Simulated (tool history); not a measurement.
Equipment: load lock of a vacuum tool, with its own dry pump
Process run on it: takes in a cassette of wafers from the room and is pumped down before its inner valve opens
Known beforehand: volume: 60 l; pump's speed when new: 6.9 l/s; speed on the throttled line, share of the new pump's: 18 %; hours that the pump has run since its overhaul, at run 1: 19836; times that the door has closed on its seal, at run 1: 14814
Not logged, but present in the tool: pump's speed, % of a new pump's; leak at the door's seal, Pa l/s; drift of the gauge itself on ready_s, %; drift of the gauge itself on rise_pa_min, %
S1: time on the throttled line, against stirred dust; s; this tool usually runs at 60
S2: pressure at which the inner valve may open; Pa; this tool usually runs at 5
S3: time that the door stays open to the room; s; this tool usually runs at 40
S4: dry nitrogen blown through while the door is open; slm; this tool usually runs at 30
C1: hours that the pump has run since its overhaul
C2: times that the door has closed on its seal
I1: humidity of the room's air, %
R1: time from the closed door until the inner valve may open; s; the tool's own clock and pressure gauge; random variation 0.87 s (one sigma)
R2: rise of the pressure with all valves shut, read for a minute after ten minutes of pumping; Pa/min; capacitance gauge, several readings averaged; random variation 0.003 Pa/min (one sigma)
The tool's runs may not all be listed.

| run | day | S1 | S2 | S3 | S4 | C1 | C2 | I1 | R1 | R2 |
|---|---|---|---|---|---|---|---|---|---|---|
| 1 | 0 | 60 | 5 | 40 | 30 | 19836 | 14814 | 45.5 | 158.2 | 0.045 |
| 2 | 9.112 | 60 | 5 | 40 | 30 | 20054 | 15423 | 45 | 159 | 0.055 |
| 3 | 16.258 | 60 | 5 | 40 | 30 | 20226 | 15900 | 42.6 | 159.1 | 0.048 |
| 4 | 27.346 | 60 | 5 | 40 | 30 | 20492 | 16640 | 42.4 | 159.1 | 0.051 |
| 5 | 32.975 | 60 | 5 | 40 | 30 | 20627 | 17016 | 44.2 | 161 | 0.054 |
| 6 | 42.571 | 60 | 5 | 40 | 30 | 20857 | 17657 | 45 | 161.3 | 0.054 |
| 7 | 52.275 | 60 | 5 | 40 | 30 | 21090 | 18304 | 46.2 | 161.6 | 0.055 |
|  | 55.658 | dry pump taken out, an overhauled one fitted |
| 8 | 65.062 | 60 | 5 | 40 | 30 | 226 | 19141 | 44.1 | 134.4 | 0.052 |
| 9 | 70.679 | 55 | 5 | 40 | 30 | 361 | 19516 | 44.7 | 131 | 0.053 |
| 10 | 76.796 | 55 | 5 | 40 | 30 | 507 | 19925 | 44.4 | 131.7 | 0.06 |
| 11 | 88.621 | 55 | 5 | 40 | 30 | 791 | 20714 | 45.7 | 131.2 | 0.065 |
| 12 | 101.088 | 55 | 5 | 40 | 30 | 1090 | 21546 | 45.2 | 131.3 | 0.064 |
| 13 | 109.083 | 55 | 5 | 40 | 30 | 1282 | 22080 | 46.5 | 131.9 | 0.067 |
| 14 | 121.975 | 55 | 5 | 40 | 30 | 1592 | 22941 | 50.3 | 130.7 | 0.065 |
| 15 | 134.85 | 55 | 5 | 40 | 30 | 1901 | 23801 | 42.7 | 132.3 | 0.062 |
| 16 | 142.829 | 55 | 5 | 40 | 30 | 2092 | 24333 | 45.7 | 132.8 | 0.069 |
| 17 | 148.162 | 55 | 5 | 40 | 30 | 2220 | 24690 | 45.7 | 132.5 | 0.073 |
| 18 | 158.067 | 60 | 5 | 163 | 30 | 2458 | 25351 | 45.1 | 137.5 | 0.089 |
| 19 | 167.912 | 60 | 6 | 163 | 30 | 2694 | 26008 | 43.2 | 135.3 | 0.08 |
| 20 | 174.425 | 31 | 5 | 141 | 30 | 2850 | 26443 | 49.1 | 114.6 | 0.09 |
| 21 | 184.125 | 31 | 5 | 141 | 30 | 3083 | 27090 | 45.6 | 112.7 | 0.082 |

Run 22, settings as shown, results not yet in. Your forecast:
| 22 | 190.262 | 31 | 5 | 141 | 30 | 3231 | 27500 | 47.8 | ? | ? |

R1: 115.3 s
R2: 0.091 Pa/min
Without the tool's hidden state the same run would have given R1 113.6 s, R2 0.046 Pa/min.

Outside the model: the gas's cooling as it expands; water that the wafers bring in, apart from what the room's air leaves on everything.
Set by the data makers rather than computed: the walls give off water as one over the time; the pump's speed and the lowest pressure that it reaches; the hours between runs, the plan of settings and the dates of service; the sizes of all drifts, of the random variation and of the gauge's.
